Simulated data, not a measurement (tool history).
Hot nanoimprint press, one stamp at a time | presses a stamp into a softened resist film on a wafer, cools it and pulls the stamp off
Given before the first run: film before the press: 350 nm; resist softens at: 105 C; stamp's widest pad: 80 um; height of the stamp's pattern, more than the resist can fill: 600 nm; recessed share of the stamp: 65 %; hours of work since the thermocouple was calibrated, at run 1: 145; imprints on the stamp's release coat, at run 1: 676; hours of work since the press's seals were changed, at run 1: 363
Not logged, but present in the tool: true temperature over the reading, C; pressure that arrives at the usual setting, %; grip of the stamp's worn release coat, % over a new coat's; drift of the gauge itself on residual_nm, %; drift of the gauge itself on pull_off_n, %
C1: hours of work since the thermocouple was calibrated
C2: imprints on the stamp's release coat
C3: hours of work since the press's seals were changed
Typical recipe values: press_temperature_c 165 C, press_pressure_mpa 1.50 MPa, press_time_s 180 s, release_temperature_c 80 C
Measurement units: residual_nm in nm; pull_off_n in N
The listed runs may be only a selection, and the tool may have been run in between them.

run 1 hour=0.0 | press_temperature_c=165 press_pressure_mpa=1.50 press_time_s=180 release_temperature_c=80 | C1=145 C2=676 C3=363 | residual_nm=202.4 pull_off_n=135
-- hour=18.7 stamp cleaned and given a new release coat
run 2 hour=31.5 | press_temperature_c=165 press_pressure_mpa=1.50 press_time_s=180 release_temperature_c=80 | C1=160 C2=43 C3=378 | residual_nm=200.5 pull_off_n=131
run 3 hour=53.9 | press_temperature_c=165 press_pressure_mpa=1.50 press_time_s=180 release_temperature_c=80 | C1=173 C2=119 C3=391 | residual_nm=201.4 pull_off_n=132
run 4 hour=73.3 | press_temperature_c=165 press_pressure_mpa=1.50 press_time_s=180 release_temperature_c=80 | C1=184 C2=184 C3=402 | residual_nm=199.6 pull_off_n=130
run 5 hour=102.7 | press_temperature_c=165 press_pressure_mpa=1.50 press_time_s=180 release_temperature_c=80 | C1=201 C2=284 C3=419 | residual_nm=200.6 pull_off_n=132
run 6 hour=116.4 | press_temperature_c=165 press_pressure_mpa=1.50 press_time_s=180 release_temperature_c=80 | C1=209 C2=330 C3=427 | residual_nm=200.8 pull_off_n=136
run 7 hour=142.6 | press_temperature_c=165 press_pressure_mpa=1.50 press_time_s=180 release_temperature_c=80 | C1=224 C2=419 C3=442 | residual_nm=199.7 pull_off_n=128
run 8 hour=173.6 | press_temperature_c=165 press_pressure_mpa=1.50 press_time_s=180 release_temperature_c=80 | C1=242 C2=523 C3=460 | residual_nm=199.9 pull_off_n=138
run 9 hour=193.6 | press_temperature_c=165 press_pressure_mpa=1.50 press_time_s=180 release_temperature_c=82 | C1=254 C2=591 C3=472 | residual_nm=198.5 pull_off_n=137
run 10 hour=213.0 | press_temperature_c=165 press_pressure_mpa=1.50 press_time_s=180 release_temperature_c=82 | C1=265 C2=656 C3=483 | residual_nm=198.4 pull_off_n=136
-- hour=236.0 stamp cleaned and given a new release coat
run 11 hour=237.4 | press_temperature_c=165 press_pressure_mpa=1.50 press_time_s=180 release_temperature_c=82 | C1=275 C2=4 C3=493 | residual_nm=196.6 pull_off_n=119
run 12 hour=256.8 | press_temperature_c=165 press_pressure_mpa=1.50 press_time_s=94 release_temperature_c=80 | C1=287 C2=70 C3=505 | residual_nm=239.1 pull_off_n=126
run 13 hour=288.1 | press_temperature_c=165 press_pressure_mpa=0.92 press_time_s=94 release_temperature_c=80 | C1=305 C2=176 C3=523 | residual_nm=276.0 pull_off_n=129
run 14 hour=311.6 | press_temperature_c=165 press_pressure_mpa=0.92 press_time_s=94 release_temperature_c=80 | C1=318 C2=255 C3=536 | residual_nm=268.8 pull_off_n=132
run 15 hour=329.1 | press_temperature_c=165 press_pressure_mpa=0.92 press_time_s=94 release_temperature_c=80 | C1=329 C2=315 C3=547 | residual_nm=272.9 pull_off_n=133
-- hour=350.7 plate thermocouple calibrated
run 16 hour=361.4 | press_temperature_c=165 press_pressure_mpa=1.52 press_time_s=94 release_temperature_c=76 | C1=6 C2=414 C3=564 | residual_nm=252.5 pull_off_n=140
run 17 hour=393.7 | press_temperature_c=165 press_pressure_mpa=1.52 press_time_s=288 release_temperature_c=67 | C1=25 C2=523 C3=582 | residual_nm=175.7 pull_off_n=152
run 18 hour=420.7 | press_temperature_c=164 press_pressure_mpa=1.19 press_time_s=180 release_temperature_c=76 | C1=41 C2=614 C3=598 | residual_nm=236.0 pull_off_n=143
run 19 hour=441.6 | press_temperature_c=164 press_pressure_mpa=1.27 press_time_s=156 release_temperature_c=74 | C1=53 C2=684 C3=610 | residual_nm=240.3 pull_off_n=150
-- hour=457.6 stamp cleaned and given a new release coat
run 20 hour=475.6 | press_temperature_c=164 press_pressure_mpa=1.27 press_time_s=156 release_temperature_c=74 | C1=69 C2=61 C3=626 | residual_nm=236.9 pull_off_n=131
run 21 hour=507.9 | press_temperature_c=164 press_pressure_mpa=1.27 press_time_s=156 release_temperature_c=79 | C1=88 C2=170 C3=645 | residual_nm=238.6 pull_off_n=134
run 22 hour=526.6 | press_temperature_c=165 press_pressure_mpa=1.52 press_time_s=180 release_temperature_c=81 | C1=98 C2=233 C3=656 | residual_nm=204.2 pull_off_n=129
run 23 hour=559.0 | press_temperature_c=165 press_pressure_mpa=0.91 press_time_s=180 release_temperature_c=78 | C1=117 C2=343 C3=675 | residual_nm=243.2 pull_off_n=131
run 24 hour=577.4 | press_temperature_c=162 press_pressure_mpa=1.50 press_time_s=180 release_temperature_c=88 | C1=128 C2=405 C3=685 | residual_nm=233.8 pull_off_n=125
run 25 hour=604.0 | press_temperature_c=162 press_pressure_mpa=1.50 press_time_s=180 release_temperature_c=88 | C1=143 C2=495 C3=701 | residual_nm=235.5 pull_off_n=130
run 26 hour=619.2 | press_temperature_c=162 press_pressure_mpa=1.50 press_time_s=180 release_temperature_c=88 | C1=152 C2=546 C3=709 | residual_nm=234.6 pull_off_n=129
run 27 hour=637.1 | press_temperature_c=165 press_pressure_mpa=1.50 press_time_s=180 release_temperature_c=72 | C1=162 C2=607 C3=720 | residual_nm=205.9 pull_off_n=157
run 28 hour=657.6 | press_temperature_c=161 press_pressure_mpa=1.46 press_time_s=311 release_temperature_c=72 | C1=174 C2=676 C3=732 | residual_nm=209.9 pull_off_n=153

Predict the results of run 29:
-- hour=674.6 stamp cleaned and given a new release coat
run 29 hour=683.2 | press_temperature_c=163 press_pressure_mpa=1.92 press_time_s=113 release_temperature_c=73 | C1=186 C2=29 C3=743 | residual_nm=? pull_off_n=?

{"run 29": {"residual_nm": 234.7, "pull_off_n": 144}}
Minus the tool's unlogged condition, the same run would have read residual_nm 232.2 nm, pull_off_n 144 N.
